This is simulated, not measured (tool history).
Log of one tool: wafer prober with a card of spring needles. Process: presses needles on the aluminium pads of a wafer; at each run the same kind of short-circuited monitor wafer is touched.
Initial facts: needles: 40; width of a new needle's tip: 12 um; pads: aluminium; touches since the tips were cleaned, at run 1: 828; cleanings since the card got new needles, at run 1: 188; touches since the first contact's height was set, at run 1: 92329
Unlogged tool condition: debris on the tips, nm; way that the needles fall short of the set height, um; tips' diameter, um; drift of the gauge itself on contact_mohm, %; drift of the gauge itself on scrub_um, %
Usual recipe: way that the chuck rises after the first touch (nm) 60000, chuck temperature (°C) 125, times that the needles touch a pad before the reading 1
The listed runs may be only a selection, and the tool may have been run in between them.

| run | hour | way that the chuck rises after the first touch (nm) | chuck temperature (°C) | times that the needles touch a pad before the reading | touches since the tips were cleaned | cleanings since the card got new needles | touches since the first contact's height was set | resistance of one needle with its contact and lead (mohm) | way that a needle slides on the pad (nm) |
|---|---|---|---|---|---|---|---|---|---|
| 1 | 0 | 60000 | 125 | 1 | 828 | 188 | 92329 | 251 | 12460 |
|  | 5.3 | tips cleaned on abrasive film |
|  | 12.4 | tips cleaned on abrasive film |
|  | 21.3 | tips cleaned on abrasive film |
| 2 | 22.2 | 60000 | 125 | 1 | 365 | 191 | 100706 | 246 | 12050 |
|  | 29.3 | tips cleaned on abrasive film |
|  | 38.1 | tips cleaned on abrasive film |
|  | 45.2 | tips cleaned on abrasive film |
| 3 | 48.1 | 60000 | 125 | 1 | 1108 | 194 | 110497 | 261 | 12200 |
|  | 53.5 | tips cleaned on abrasive film |
|  | 62.3 | tips cleaned on abrasive film |
|  | 69.4 | tips cleaned on abrasive film |
|  | 78.2 | tips cleaned on abrasive film |
|  | 85.3 | tips cleaned on abrasive film |
| 4 | 90 | 56000 | 125 | 1 | 1793 | 199 | 126316 | 281 | 11040 |
|  | 93.6 | tips cleaned on abrasive film |
|  | 100.7 | tips cleaned on abrasive film |
|  | 109.5 | tips cleaned on abrasive film |
| 5 | 116.4 | 60000 | 43 | 1 | 2623 | 202 | 136286 | 282 | 12140 |
|  | 118.2 | tips cleaned on abrasive film |
|  | 127.1 | tips cleaned on abrasive film |
|  | 134.2 | tips cleaned on abrasive film |
|  | 141.2 | tips cleaned on abrasive film |
|  | 153.2 | card fitted with new needles |
|  | 161.5 | tips cleaned on abrasive film |
| 6 | 161.5 | 60000 | 43 | 1 | 0 | 1 | 3128 | 208 | 13200 |
|  | 170.4 | tips cleaned on abrasive film |
|  | 177.5 | tips cleaned on abrasive film |
| 7 | 182.4 | 60000 | 43 | 1 | 1902 | 3 | 11041 | 223 | 13020 |
|  | 186 | tips cleaned on abrasive film |
|  | 193.1 | tips cleaned on abrasive film |
|  | 201.9 | tips cleaned on abrasive film |
|  | 209 | tips cleaned on abrasive film |
| 8 | 209.2 | 60000 | 125 | 1 | 81 | 7 | 21141 | 224 | 12840 |
|  | 216.3 | tips cleaned on abrasive film |
|  | 225.2 | tips cleaned on abrasive film |
|  | 232.3 | tips cleaned on abrasive film |
|  | 241.1 | tips cleaned on abrasive film |
|  | 248.2 | tips cleaned on abrasive film |
|  | 255.8 | tips cleaned on abrasive film |
| 9 | 255.8 | 60000 | 125 | 1 | 0 | 13 | 38724 | 222 | 12690 |
|  | 264.7 | tips cleaned on abrasive film |
|  | 271.8 | tips cleaned on abrasive film |
|  | 278.9 | tips cleaned on abrasive film |
|  | 287.7 | tips cleaned on abrasive film |
| 10 | 290.5 | 60000 | 125 | 1 | 1072 | 17 | 51816 | 236 | 12620 |
|  | 295.8 | tips cleaned on abrasive film |
|  | 302.9 | tips cleaned on abrasive film |
|  | 311.8 | tips cleaned on abrasive film |
|  | 320.6 | tips cleaned on abrasive film |
|  | 327.7 | tips cleaned on abrasive film |
|  | 336.5 | tips cleaned on abrasive film |
| 11 | 336.6 | 60000 | 125 | 1 | 17 | 23 | 69198 | 225 | 12190 |
|  | 345.3 | tips cleaned on abrasive film |
|  | 354.2 | tips cleaned on abrasive film |
|  | 363 | tips cleaned on abrasive film |
|  | 371.9 | tips cleaned on abrasive film |
| 12 | 375.1 | 60000 | 125 | 1 | 1223 | 27 | 83761 | 238 | 12480 |
|  | 380.4 | tips cleaned on abrasive film |
|  | 389.2 | tips cleaned on abrasive film |
|  | 398.1 | tips cleaned on abrasive film |
| 13 | 402.5 | 60000 | 125 | 1 | 1704 | 30 | 94148 | 240 | 12100 |
|  | 406.1 | tips cleaned on abrasive film |
|  | 413.2 | tips cleaned on abrasive film |
|  | 422 | tips cleaned on abrasive film |
|  | 429.1 | tips cleaned on abrasive film |
|  | 436.2 | tips cleaned on abrasive film |
| 14 | 438.6 | 60000 | 32 | 1 | 903 | 35 | 107740 | 219 | 12180 |
|  | 443.9 | tips cleaned on abrasive film |
|  | 451 | tips cleaned on abrasive film |
|  | 459.8 | tips cleaned on abrasive film |
|  | 466.9 | tips cleaned on abrasive film |
|  | 474 | tips cleaned on abrasive film |
| 15 | 476.6 | 60000 | 32 | 1 | 983 | 40 | 122081 | 223 | 11950 |
|  | 481.9 | tips cleaned on abrasive film |
|  | 490.8 | tips cleaned on abrasive film |
|  | 497.9 | tips cleaned on abrasive film |
|  | 505 | tips cleaned on abrasive film |
| 16 | 507.5 | 60000 | 32 | 1 | 990 | 44 | 133759 | 224 | 12130 |
|  | 509.6 | height of the first contact set anew |
|  | 513.2 | tips cleaned on abrasive film |
|  | 522 | tips cleaned on abrasive film |
|  | 530.9 | tips cleaned on abrasive film |
| 17 | 532.5 | 49000 | 32 | 1 | 614 | 47 | 8628 | 227 | 9090 |
|  | 539.5 | tips cleaned on abrasive film |
|  | 548.4 | tips cleaned on abrasive film |
|  | 555.5 | tips cleaned on abrasive film |
| 18 | 556.9 | 49000 | 32 | 1 | 539 | 50 | 17850 | 229 | 8850 |
|  | 564 | tips cleaned on abrasive film |
|  | 571.1 | tips cleaned on abrasive film |
|  | 578.1 | tips cleaned on abrasive film |
|  | 587 | tips cleaned on abrasive film |
|  | 594.1 | tips cleaned on abrasive film |
| 19 | 594.2 | 75000 | 45 | 1 | 49 | 55 | 31925 | 200 | 14700 |
|  | 601.3 | tips cleaned on abrasive film |
|  | 608.4 | tips cleaned on abrasive film |
|  | 616.1 | tips cleaned on abrasive film |
| 20 | 616.1 | 60000 | 72 | 2 | 0 | 58 | 40179 | 215 | 11130 |
|  | 624.9 | tips cleaned on abrasive film |
|  | 633.8 | tips cleaned on abrasive film |
|  | 642.6 | tips cleaned on abrasive film |
| 21 | 645.5 | 60000 | 72 | 2 | 1093 | 61 | 51290 | 227 | 10910 |
|  | 650.8 | tips cleaned on abrasive film |
|  | 659.6 | tips cleaned on abrasive film |
|  | 666.7 | tips cleaned on abrasive film |
| 22 | 673.3 | 43000 | 37 | 1 | 2506 | 64 | 61811 | 313 | 7220 |
|  | 675.1 | tips cleaned on abrasive film |
|  | 682.2 | tips cleaned on abrasive film |
|  | 691.1 | tips cleaned on abrasive film |
|  | 698.1 | tips cleaned on abrasive film |
|  | 707 | tips cleaned on abrasive film |
|  | 715.8 | tips cleaned on abrasive film |
| 23 | 720.4 | 70000 | 77 | 2 | 1758 | 70 | 79599 | 229 | 13080 |
|  | 724 | tips cleaned on abrasive film |
|  | 732.8 | tips cleaned on abrasive film |
|  | 739.9 | tips cleaned on abrasive film |
|  | 748.8 | tips cleaned on abrasive film |
| 24 | 749 | 42000 | 118 | 2 | 84 | 74 | 90369 | 234 | 6830 |
|  | 756.1 | tips cleaned on abrasive film |
|  | 761.6 | height of the first contact set anew, once more |
|  | 763.5 | tips cleaned on abrasive film |
|  | 772.3 | tips cleaned on abrasive film |
|  | 779.4 | tips cleaned on abrasive film |
|  | 786.5 | tips cleaned on abrasive film |
| 25 | 793.4 | 42000 | 118 | 2 | 2632 | 79 | 11983 | 264 | 9100 |

Each row is a separate what-if for the run after 25, all from the same tool condition, not one after another. Results?
|  | 795.2 | tips cleaned on abrasive film |
|  | 802.3 | tips cleaned on abrasive film |
|  | 809.4 | tips cleaned on abrasive film |
|  | 818.2 | tips cleaned on abrasive film |
|  | 827.1 | tips cleaned on abrasive film |
| A | 827.2 | 70000 | 77 | 1 | 49 | 84 | 24723 | ? | ? |
|  | 795.2 | tips cleaned on abrasive film |
|  | 802.3 | tips cleaned on abrasive film |
|  | 809.4 | tips cleaned on abrasive film |
|  | 818.2 | tips cleaned on abrasive film |
|  | 827.1 | tips cleaned on abrasive film |
| B | 827.2 | 42000 | 118 | 1 | 49 | 84 | 24723 | ? | ? |
|  | 795.2 | tips cleaned on abrasive film |
|  | 802.3 | tips cleaned on abrasive film |
|  | 809.4 | tips cleaned on abrasive film |
|  | 818.2 | tips cleaned on abrasive film |
|  | 827.1 | tips cleaned on abrasive film |
| C | 827.2 | 68000 | 118 | 2 | 49 | 84 | 24723 | ? | ? |
|  | 795.2 | tips cleaned on abrasive film |
|  | 802.3 | tips cleaned on abrasive film |
|  | 809.4 | tips cleaned on abrasive film |
|  | 818.2 | tips cleaned on abrasive film |
|  | 827.1 | tips cleaned on abrasive film |
| D | 827.2 | 54000 | 96 | 2 | 49 | 84 | 24723 | ? | ? |

| run | resistance of one needle with its contact and lead (mohm) | way that a needle slides on the pad (nm) |
|---|---|---|
| A | 217 | 15060 |
| B | 240 | 9020 |
| C | 220 | 14530 |
| D | 224 | 11480 |
The same runs, with their run-to-run variation unchanged, on a tool lacking any hidden condition would have given:
| run | resistance of one needle with its contact and lead (mohm) | way that a needle slides on the pad (nm) |
|---|---|---|
| A | 211 | 15270 |
| B | 226 | 9230 |
| C | 216 | 14750 |
| D | 217 | 11700 |
